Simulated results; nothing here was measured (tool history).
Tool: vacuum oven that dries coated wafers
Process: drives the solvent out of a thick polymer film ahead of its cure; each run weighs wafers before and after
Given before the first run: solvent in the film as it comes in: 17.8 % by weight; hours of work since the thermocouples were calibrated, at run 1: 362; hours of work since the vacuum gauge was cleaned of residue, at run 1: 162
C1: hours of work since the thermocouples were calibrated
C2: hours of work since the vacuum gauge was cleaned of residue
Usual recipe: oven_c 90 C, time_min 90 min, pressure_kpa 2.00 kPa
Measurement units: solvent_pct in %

Run 1, hour 0.0: usual settings; C1 362; C2 162. Result: solvent_pct 1.37 %.
Run 2, hour 11.8: usual settings; C1 370; C2 170. Result: solvent_pct 1.40 %.
Run 3, hour 18.7: usual settings but pressure_kpa 1.68 kPa; C1 374; C2 175. Result: solvent_pct 1.29 %.
Run 4, hour 28.4: usual settings but oven_c 95 C; C1 380; C2 181. Result: solvent_pct 1.02 %.
Run 5, hour 38.3: usual settings; C1 387; C2 188. Result: solvent_pct 1.37 %.
Run 6, hour 51.6: usual settings but oven_c 93 C; C1 396; C2 196. Result: solvent_pct 1.13 %.
Run 7, hour 64.9: usual settings but oven_c 93 C; C1 404; C2 205. Result: solvent_pct 1.09 %.
Run 8, hour 77.2: usual settings but pressure_kpa 1.95 kPa; C1 413; C2 213. Result: solvent_pct 1.32 %.
Run 9, hour 89.9: usual settings; C1 421; C2 222. Result: solvent_pct 1.41 %.
Run 10, hour 102.2: usual settings but oven_c 76 C; C1 429; C2 230. Result: solvent_pct 4.09 %.
Run 11, hour 117.0: usual settings but oven_c 76 C; C1 439; C2 239. Result: solvent_pct 4.13 %.
Run 12, hour 130.7: usual settings but oven_c 76 C; C1 448; C2 248. Result: solvent_pct 4.11 %.
Run 13, hour 137.9: usual settings but oven_c 76 C; C1 452; C2 253. Result: solvent_pct 4.11 %.
Run 14, hour 148.9: usual settings; C1 460; C2 260. Result: solvent_pct 1.37 %.
Run 15, hour 157.5: usual settings but pressure_kpa 5.25 kPa; C1 465; C2 266. Result: solvent_pct 2.96 %.
Run 16, hour 170.3: usual settings but pressure_kpa 5.25 kPa; C1 474; C2 274. Result: solvent_pct 2.93 %.
Run 17, hour 178.6: usual settings but time_min 152 min, pressure_kpa 5.25 kPa; C1 479; C2 280. Result: solvent_pct 2.53 %.
Run 18, hour 194.3: usual settings but time_min 152 min, pressure_kpa 5.25 kPa; C1 489; C2 290. Result: solvent_pct 2.66 %.
Run 19, hour 207.8: usual settings but time_min 152 min, pressure_kpa 5.25 kPa; C1 498; C2 299. Result: solvent_pct 2.59 %.
Run 20, hour 222.1: usual settings but time_min 152 min, pressure_kpa 5.25 kPa; C1 508; C2 308. Result: solvent_pct 2.53 %.
Run 21, hour 231.0: usual settings but time_min 152 min, pressure_kpa 5.25 kPa; C1 514; C2 314. Result: solvent_pct 2.52 %.
Run 22, hour 238.0: usual settings but time_min 152 min, pressure_kpa 5.25 kPa; C1 518; C2 319. Result: solvent_pct 2.50 %.
Run 23, hour 245.7: usual settings; C1 523; C2 324. Result: solvent_pct 1.43 %.
Run 24, hour 261.4: usual settings; C1 534; C2 334. Result: solvent_pct 1.39 %.
Run 25, hour 270.8: usual settings but oven_c 75 C, time_min 57 min; C1 540; C2 340. Result: solvent_pct 6.47 %.
Run 26, hour 286.3: usual settings but oven_c 75 C, time_min 57 min; C1 550; C2 351. Result: solvent_pct 6.62 %.
Run 27, hour 298.7: usual settings but oven_c 104 C, time_min 157 min, pressure_kpa 7.34 kPa; C1 558; C2 359. Result: solvent_pct 2.09 %.
Run 28, hour 306.3: usual settings but oven_c 104 C, time_min 157 min, pressure_kpa 7.34 kPa; C1 563; C2 364. Result: solvent_pct 2.10 %.
Run 29, hour 316.5: usual settings but time_min 120 min; C1 570; C2 371. Result: solvent_pct 1.03 %.
Run 30, hour 330.3: usual settings but oven_c 101 C, time_min 46 min, pressure_kpa 7.19 kPa; C1 579; C2 380. Result: solvent_pct 2.98 %.
Run 31, hour 337.3: usual settings but oven_c 86 C, time_min 93 min, pressure_kpa 1.50 kPa; C1 583; C2 384. Result: solvent_pct 1.57 %.
Run 32, hour 345.8: usual settings but oven_c 85 C, time_min 69 min, pressure_kpa 1.01 kPa; C1 589; C2 390. Result: solvent_pct 2.49 %.
Run 33, hour 359.5: usual settings but oven_c 75 C, time_min 69 min, pressure_kpa 2.35 kPa; C1 598; C2 399. Result: solvent_pct 5.79 %.
Run 34, hour 375.1: usual settings but oven_c 103 C, time_min 89 min; C1 608; C2 409. Result: solvent_pct 0.58 %.
Run 35, hour 389.9: usual settings but time_min 65 min, pressure_kpa 3.56 kPa; C1 618; C2 419. Result: solvent_pct 2.73 %.
Run 36, hour 397.5: usual settings but oven_c 77 C, time_min 113 min; C1 623; C2 424. Result: solvent_pct 3.05 %.
Run 37, hour 410.7: usual settings but pressure_kpa 1.01 kPa; C1 632; C2 432. Result: solvent_pct 0.94 %.
Run 38, hour 422.9: usual settings but oven_c 93 C; C1 640; C2 440. Result: solvent_pct 1.18 %.
Run 39, hour 433.3: usual settings but oven_c 104 C, time_min 62 min, pressure_kpa 1.36 kPa; C1 647; C2 447. Result: solvent_pct 0.65 %.
Run 40, hour 440.7: usual settings but oven_c 104 C, time_min 62 min, pressure_kpa 1.36 kPa; C1 651; C2 452. Result: solvent_pct 0.57 %.
Run 41, hour 456.2: usual settings but oven_c 89 C, time_min 128 min, pressure_kpa 2.55 kPa; C1 662; C2 462. Result: solvent_pct 1.41 %.
Run 42, hour 465.7: usual settings but oven_c 89 C, time_min 128 min, pressure_kpa 2.55 kPa; C1 668; C2 469. Result: solvent_pct 1.38 %.
Run 43, hour 475.9: usual settings but oven_c 84 C, time_min 107 min; C1 675; C2 475. Result: solvent_pct 1.80 %.
Run 44, hour 484.6: usual settings but oven_c 84 C, time_min 107 min; C1 680; C2 481. Result: solvent_pct 1.90 %.
Run 45, hour 494.6: usual settings but oven_c 84 C, time_min 107 min; C1 687; C2 488. Result: solvent_pct 1.82 %.

Below are 5 alternative next runs, each starting from the tool's condition after run 45. Predict each:
Run A, hour 503.4: usual settings but oven_c 78 C, time_min 99 min, pressure_kpa 1.84 kPa; C1 693; C2 493. Result: solvent_pct ?.
Run B, hour 503.4: usual settings but oven_c 84 C, time_min 107 min, pressure_kpa 7.59 kPa; C1 693; C2 493. Result: solvent_pct ?.
Run C, hour 503.4: usual settings but oven_c 78 C, time_min 130 min, pressure_kpa 4.13 kPa; C1 693; C2 493. Result: solvent_pct ?.
Run D, hour 503.4: usual settings but oven_c 105 C, time_min 112 min; C1 693; C2 493. Result: solvent_pct ?.
Run E, hour 503.4: usual settings but oven_c 94 C, time_min 70 min, pressure_kpa 1.36 kPa; C1 693; C2 493. Result: solvent_pct ?.

run  solvent_pct
  A         3.17
  B         5.05
  C         4.02
  D         0.58
  E         1.18
Take away the tool's hidden state, keep each run's random variation, and the runs would have read:
run  solvent_pct
  A         3.14
  B         5.02
  C         3.99
  D         0.57
  E         1.17
